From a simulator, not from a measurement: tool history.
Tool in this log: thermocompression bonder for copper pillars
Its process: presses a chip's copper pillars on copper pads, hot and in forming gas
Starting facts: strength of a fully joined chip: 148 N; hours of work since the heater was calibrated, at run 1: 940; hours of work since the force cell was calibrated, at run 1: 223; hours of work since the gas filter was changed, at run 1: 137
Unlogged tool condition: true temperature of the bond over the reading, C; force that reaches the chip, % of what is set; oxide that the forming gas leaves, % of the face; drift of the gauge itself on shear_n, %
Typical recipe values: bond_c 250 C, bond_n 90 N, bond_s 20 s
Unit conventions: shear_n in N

run   hour  bond_c  bond_n  bond_s  hours of work since the heater was calibrated  hours of work since the force cell was calibrated  hours of work since the gas filter was changed  shear_n
  1    0.0     250      90      20                                            940                                                223                                             137     94.0
      25.9  -- forming gas filter changed
  2   47.1     250      84      20                                            974                                                258                                              16     90.3
  3   77.8     250      84      20                                            996                                                280                                              38     90.1
  4  107.8     250      84      20                                           1018                                                302                                              60     89.9
  5  133.6     250      84      20                                           1037                                                321                                              79     90.6
  6  169.7     258      84      20                                           1064                                                348                                             105    100.0
     192.4  -- heater calibrated with a thermocouple chip
  7  205.5     255      90      20                                             10                                                372                                             130     99.6
     241.6  -- forming gas filter changed
  8  249.9     255      90      20                                             42                                                405                                               6    100.1

Estimate the outcome of run 9 from the log above:
  9  289.1     273     105      27                                             71                                                433                                              35        ?

{"run 9": {"shear_n": 132.4}}
With the hidden condition absent and the run-to-run variation left alone, this run would have shown shear_n 132.5 N.

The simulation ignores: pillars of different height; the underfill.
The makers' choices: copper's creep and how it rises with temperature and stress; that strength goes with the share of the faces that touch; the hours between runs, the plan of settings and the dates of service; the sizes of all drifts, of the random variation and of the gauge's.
